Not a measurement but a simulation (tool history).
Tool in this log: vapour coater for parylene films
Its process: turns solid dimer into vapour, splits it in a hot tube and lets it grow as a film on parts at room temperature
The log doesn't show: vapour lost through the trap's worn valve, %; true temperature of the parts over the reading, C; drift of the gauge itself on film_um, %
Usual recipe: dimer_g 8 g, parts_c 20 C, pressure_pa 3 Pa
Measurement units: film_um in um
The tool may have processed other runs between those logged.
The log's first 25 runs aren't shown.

run,hour,dimer_g,parts_c,pressure_pa,hours of work since the trap's valve was overhauled,hours of work since the table's thermometer was calibrated,film_um
26,292.2,8,20,3.23,222,263,1.636
27,309,5,20,9.69,234,275,0.811
28,319,4,29,11.36,242,283,0.439
29,330.1,6,18,3,250,291,1.338
30,341.6,6,18,3,259,300,1.345
31,353,6,18,3,268,309,1.353
32,368.4,8,22,8.69,279,320,1.232
33,380.3,8,12,3,288,329,2.351
34,392.6,8,12,3,297,339,2.361
35,400.1,8,20,3,303,344,1.67
36,410.9,8,22,2.32,311,352,1.621
37,425.4,4,22,5.55,322,363,0.685
38,442.2,4,22,5.55,335,376,0.685
39,458.6,4,22,5.55,347,388,0.688
40,470.3,5,22,2.69,356,397,0.995
41,483.9,10,14,3,366,408,2.761
42,493.1,10,14,3,373,415,2.732
43,506.8,10,14,3,384,425,2.74
44,516.8,10,14,3,391,432,2.755
45,526.1,8,20,9.43,398,440,1.338
# hour 528.4: gauge calibrated
46,534,8,16,7.15,404,445,1.662
# hour 549.3: trap's valve overhauled
47,554.6,3,29,3.87,4,458,0.422

Forecast each of these 4 alternatives for the next run:
A,561.7,5,20,4.15,9,463,?
B,561.7,3,19,3.87,9,463,?
C,561.7,5,29,9.11,9,463,?
D,561.7,8,24,3,9,463,?

run,film_um
A,0.958
B,0.631
C,0.551
D,1.374
What these runs would have given with no unlogged condition in the tool:
run,film_um
A,0.954
B,0.629
C,0.548
D,1.369
